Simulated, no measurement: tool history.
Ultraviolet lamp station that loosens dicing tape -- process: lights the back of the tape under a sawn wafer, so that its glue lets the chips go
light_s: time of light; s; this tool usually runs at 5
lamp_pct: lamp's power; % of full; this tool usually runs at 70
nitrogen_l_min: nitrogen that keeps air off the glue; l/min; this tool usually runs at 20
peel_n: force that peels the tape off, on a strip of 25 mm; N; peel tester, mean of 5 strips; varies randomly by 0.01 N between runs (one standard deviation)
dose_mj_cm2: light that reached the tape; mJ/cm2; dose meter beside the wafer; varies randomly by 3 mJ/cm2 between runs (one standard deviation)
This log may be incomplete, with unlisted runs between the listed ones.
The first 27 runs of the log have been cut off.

| run | hour | light_s | lamp_pct | nitrogen_l_min | peel_n | dose_mj_cm2 |
|---|---|---|---|---|---|---|
| 28 | 253.8 | 4 | 76 | 27 | 0.561 | 343 |
| 29 | 260.9 | 3 | 70 | 21 | 1.241 | 240 |
| 30 | 267.0 | 5 | 70 | 8 | 1.044 | 399 |
| 31 | 279.8 | 5 | 70 | 14 | 0.716 | 397 |
| 32 | 286.3 | 5 | 70 | 14 | 0.733 | 391 |
| 33 | 300.1 | 2 | 85 | 27 | 1.487 | 187 |
| 34 | 313.4 | 5 | 77 | 36 | 0.291 | 431 |
| 35 | 320.2 | 6 | 71 | 7 | 0.859 | 475 |
| 36 | 328.8 | 7 | 67 | 22 | 0.265 | 509 |
| 37 | 341.5 | 9 | 64 | 15 | 0.243 | 631 |
| 38 | 355.1 | 7 | 70 | 33 | 0.179 | 532 |
| 39 | 361.8 | 2 | 72 | 20 | 2.155 | 153 |
| 40 | 371.5 | 2 | 72 | 20 | 1.983 | 156 |

Forecast each of these 5 alternatives for the next run:
| A | 380.1 | 6 | 81 | 20 | ? | ? |
| B | 380.1 | 5 | 82 | 16 | ? | ? |
| C | 380.1 | 2 | 81 | 20 | ? | ? |
| D | 380.1 | 3 | 70 | 20 | ? | ? |
| E | 380.1 | 2 | 70 | 14 | ? | ? |

| run | peel_n | dose_mj_cm2 |
|---|---|---|
| A | 0.290 | 530 |
| B | 0.507 | 441 |
| C | 1.799 | 174 |
| D | 1.386 | 224 |
| E | 2.359 | 148 |
Take away the tool's hidden state, keep each run's random variation, and the runs would have read:
| run | peel_n | dose_mj_cm2 |
|---|---|---|
| A | 0.197 | 618 |
| B | 0.361 | 514 |
| C | 1.528 | 203 |
| D | 1.124 | 261 |
| E | 2.086 | 173 |
